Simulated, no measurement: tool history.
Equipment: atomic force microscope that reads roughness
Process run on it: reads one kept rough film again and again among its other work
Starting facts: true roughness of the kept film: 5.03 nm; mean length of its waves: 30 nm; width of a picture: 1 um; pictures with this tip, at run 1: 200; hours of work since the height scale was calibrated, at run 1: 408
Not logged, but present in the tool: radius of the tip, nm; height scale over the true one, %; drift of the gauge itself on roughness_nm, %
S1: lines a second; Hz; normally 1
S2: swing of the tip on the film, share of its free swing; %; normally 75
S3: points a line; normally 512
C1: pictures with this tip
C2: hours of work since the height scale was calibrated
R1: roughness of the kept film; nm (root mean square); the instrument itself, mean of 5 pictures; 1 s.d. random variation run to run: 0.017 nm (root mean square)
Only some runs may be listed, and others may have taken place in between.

| run | day | S1 | S2 | S3 | C1 | C2 | R1 |
|---|---|---|---|---|---|---|---|
| 1 | 0 | 1 | 75 | 512 | 200 | 408 | 4.205 |
| 2 | 0.521 | 1 | 75 | 512 | 224 | 416 | 4.174 |
| 3 | 1.096 | 1 | 75 | 512 | 250 | 425 | 4.183 |
|  | 1.396 | new tip fitted |
| 4 | 1.492 | 1 | 75 | 512 | 4 | 431 | 4.236 |
| 5 | 1.808 | 1 | 84 | 512 | 18 | 435 | 4.065 |
| 6 | 2.475 | 1 | 84 | 512 | 48 | 446 | 4.052 |
| 7 | 3.112 | 1 | 84 | 512 | 77 | 456 | 4.055 |
| 8 | 3.7 | 1 | 84 | 512 | 104 | 465 | 4.083 |
| 9 | 4 | 1 | 77 | 512 | 117 | 469 | 4.178 |
| 10 | 4.458 | 1 | 77 | 266 | 138 | 476 | 4.151 |
| 11 | 4.775 | 1 | 75 | 512 | 152 | 481 | 4.225 |
| 12 | 5.25 | 1 | 75 | 512 | 174 | 488 | 4.181 |
| 13 | 5.938 | 1 | 75 | 512 | 205 | 499 | 4.205 |
| 14 | 6.454 | 1 | 75 | 512 | 228 | 507 | 4.176 |
| 15 | 6.892 | 1 | 75 | 646 | 248 | 514 | 4.245 |
|  | 7.221 | new tip fitted |
| 16 | 7.388 | 1 | 75 | 646 | 7 | 521 | 4.205 |
| 17 | 7.942 | 1 | 75 | 646 | 32 | 530 | 4.247 |
| 18 | 8.521 | 1 | 75 | 646 | 58 | 539 | 4.229 |
| 19 | 8.821 | 1 | 75 | 471 | 72 | 543 | 4.21 |
| 20 | 9.467 | 1 | 75 | 471 | 101 | 553 | 4.203 |
| 21 | 9.854 | 1 | 75 | 471 | 118 | 559 | 4.22 |
| 22 | 10.438 | 1 | 75 | 471 | 145 | 568 | 4.214 |
| 23 | 10.883 | 1 | 75 | 471 | 165 | 575 | 4.209 |
| 24 | 11.167 | 1 | 75 | 471 | 178 | 579 | 4.201 |
| 25 | 11.596 | 1.54 | 75 | 512 | 197 | 586 | 4.042 |
| 26 | 12.121 | 1.54 | 75 | 512 | 221 | 594 | 4.085 |
| 27 | 12.588 | 1.54 | 75 | 512 | 242 | 601 | 4.04 |
|  | 13.071 | new tip fitted |
| 28 | 13.208 | 0.71 | 69 | 669 | 6 | 610 | 4.384 |
| 29 | 13.538 | 0.71 | 69 | 669 | 21 | 615 | 4.341 |
| 30 | 14.217 | 1.35 | 62 | 888 | 51 | 626 | 4.325 |
| 31 | 14.9 | 1.02 | 87 | 609 | 82 | 636 | 3.997 |
| 32 | 15.45 | 1.02 | 62 | 368 | 107 | 645 | 4.358 |
| 33 | 15.846 | 1.51 | 57 | 294 | 125 | 651 | 4.289 |
| 34 | 16.154 | 2.88 | 90 | 913 | 139 | 656 | 3.173 |
| 35 | 16.775 | 2.88 | 90 | 913 | 167 | 665 | 3.154 |
| 36 | 17.346 | 1 | 66 | 818 | 193 | 674 | 4.337 |
| 37 | 17.8 | 3.18 | 75 | 398 | 213 | 681 | 3.668 |
| 38 | 18.446 | 1.28 | 75 | 488 | 242 | 691 | 4.105 |
| 39 | 18.788 | 1.28 | 75 | 488 | 258 | 696 | 4.104 |
|  | 18.904 | new tip fitted |
| 40 | 19.417 | 2.5 | 63 | 467 | 23 | 706 | 4.136 |
| 41 | 19.95 | 2.5 | 63 | 467 | 47 | 714 | 4.131 |
| 42 | 20.229 | 2.5 | 63 | 467 | 60 | 718 | 4.117 |
| 43 | 20.7 | 3.92 | 62 | 512 | 81 | 725 | 3.989 |
| 44 | 21.2 | 1.02 | 70 | 495 | 104 | 733 | 4.281 |
| 45 | 21.617 | 1.02 | 82 | 364 | 123 | 740 | 4.06 |
| 46 | 22.292 | 0.85 | 82 | 983 | 153 | 750 | 4.141 |
| 47 | 22.846 | 1 | 75 | 418 | 178 | 759 | 4.235 |
| 48 | 23.221 | 1 | 75 | 418 | 195 | 764 | 4.221 |
| 49 | 23.517 | 1 | 75 | 418 | 209 | 769 | 4.159 |
| 50 | 23.879 | 1.63 | 86 | 512 | 225 | 774 | 3.755 |
| 51 | 24.438 | 3.71 | 81 | 558 | 250 | 783 | 3.34 |
|  | 24.733 | new tip fitted |
| 52 | 24.938 | 0.85 | 57 | 512 | 9 | 790 | 4.45 |

Alternative continuations, all from the tool just after run 52; predict every row:
| A | 25.546 | 0.88 | 86 | 512 | 36 | 800 | ? |
| B | 25.546 | 0.55 | 57 | 637 | 36 | 800 | ? |
| C | 25.546 | 1.11 | 57 | 512 | 36 | 800 | ? |
| D | 25.546 | 0.85 | 57 | 882 | 36 | 800 | ? |
| E | 25.546 | 1 | 55 | 324 | 36 | 800 | ? |

| run | R1 |
|---|---|
| A | 4.082 |
| B | 4.479 |
| C | 4.405 |
| D | 4.435 |
| E | 4.428 |
Without the tool's unlogged condition, the same runs would have read:
| run | R1 |
|---|---|
| A | 4.084 |
| B | 4.481 |
| C | 4.407 |
| D | 4.437 |
| E | 4.43 |
